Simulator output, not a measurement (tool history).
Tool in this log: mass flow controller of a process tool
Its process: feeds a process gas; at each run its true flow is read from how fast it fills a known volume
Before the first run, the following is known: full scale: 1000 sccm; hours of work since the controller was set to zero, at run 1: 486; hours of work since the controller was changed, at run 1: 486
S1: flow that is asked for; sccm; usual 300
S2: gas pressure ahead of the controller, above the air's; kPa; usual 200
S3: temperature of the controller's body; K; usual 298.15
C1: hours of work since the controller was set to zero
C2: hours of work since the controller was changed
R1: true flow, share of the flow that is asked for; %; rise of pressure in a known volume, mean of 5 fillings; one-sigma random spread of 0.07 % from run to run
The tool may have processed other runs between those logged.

run	hour	S1	S2	S3	C1	C2	R1
1	0	300	200	298.15	486	486	98.47
2	172.7	300	200	298.15	540	540	98.5
3	359	300	200	298.15	598	598	98.57
4	447.6	300	200	298.15	625	625	98.55
5	613	131	200	298.15	677	677	97.75
6	773.1	300	200	310.15	727	727	97.46
7	910.2	300	200	298.15	769	769	98.46
8	1021.8	300	220	298.15	804	804	98.34
9	1141.6	300	220	298.15	841	841	98.55
10	1250.5	300	220	298.15	875	875	98.45
11	1369.8	300	220	298.15	912	912	98.37
12	1544	300	165	298.15	967	967	98.27
13	1647.4	300	165	298.15	999	999	98.35
14	1849.5	300	200	298.15	1062	1062	98.42
15	1961.1	300	200	298.15	1097	1097	98.29
# hour 1974.5: controller's zero set anew
16	2088.8	300	200	298.15	36	1136	98.03
17	2273.5	300	200	298.15	93	1194	98.14
# hour 2284.3: controller's zero set anew, once more
18	2372.9	300	200	298.15	28	1225	98.9
19	2519.2	300	200	298.15	73	1270	98.83
20	2676.1	300	200	298.15	122	1319	98.66
21	2789.3	300	200	298.15	157	1354	98.66
22	2962.9	300	200	298.15	211	1408	98.7
23	3084.5	300	200	298.15	249	1446	98.69
24	3270.1	300	200	298.15	307	1504	98.72
25	3382	160	200	298.15	342	1539	98.29
26	3522.9	160	200	298.15	386	1583	98.24
27	3616.9	160	200	298.15	415	1612	98.07
28	3803.2	369	200	298.15	473	1670	98.89
29	3966.9	369	200	298.15	524	1721	98.91
30	4116.2	120	147	293.15	571	1768	98.16
31	4229.8	273	200	313.15	606	1803	97.55
32	4427.4	273	200	308.15	668	1865	97.74
33	4528.9	337	253	298.15	699	1896	98.86
34	4717.1	315	182	307.15	758	1955	97.92
35	4849.4	518	182	306.15	799	1996	98.52
36	4939.7	518	182	306.15	827	2024	98.63
37	5049.7	396	180	309.15	861	2058	97.91
38	5191.5	396	273	299.15	906	2103	99
39	5379.2	156	205	304.15	964	2161	97.47
40	5568	210	200	310.15	1023	2220	97.3
41	5705.6	210	200	310.15	1066	2263	97.31
42	5860.4	210	200	310.15	1114	2311	97.22
43	5978	210	200	310.15	1151	2348	97.18
44	6085.3	734	141	304.15	1184	2381	98.88
45	6206.6	910	142	297.15	1222	2419	99.98
46	6293.2	297	263	303.15	1249	2446	98.17
47	6473.8	309	215	295.15	1305	2502	98.71
48	6578.9	309	144	295.15	1338	2535	98.51

Here are 3 independent what-if runs from the current tool condition. What would each one return?
A	6714.4	127	277	300.15	1380	2577	?
B	6714.4	309	144	300.15	1380	2577	?
C	6714.4	158	150	295.15	1380	2577	?

run	R1
A	97.39
B	98.05
C	97.72
Without the tool's hidden state the same runs would have given:
run	R1
A	98.22
B	98.15
C	98.31
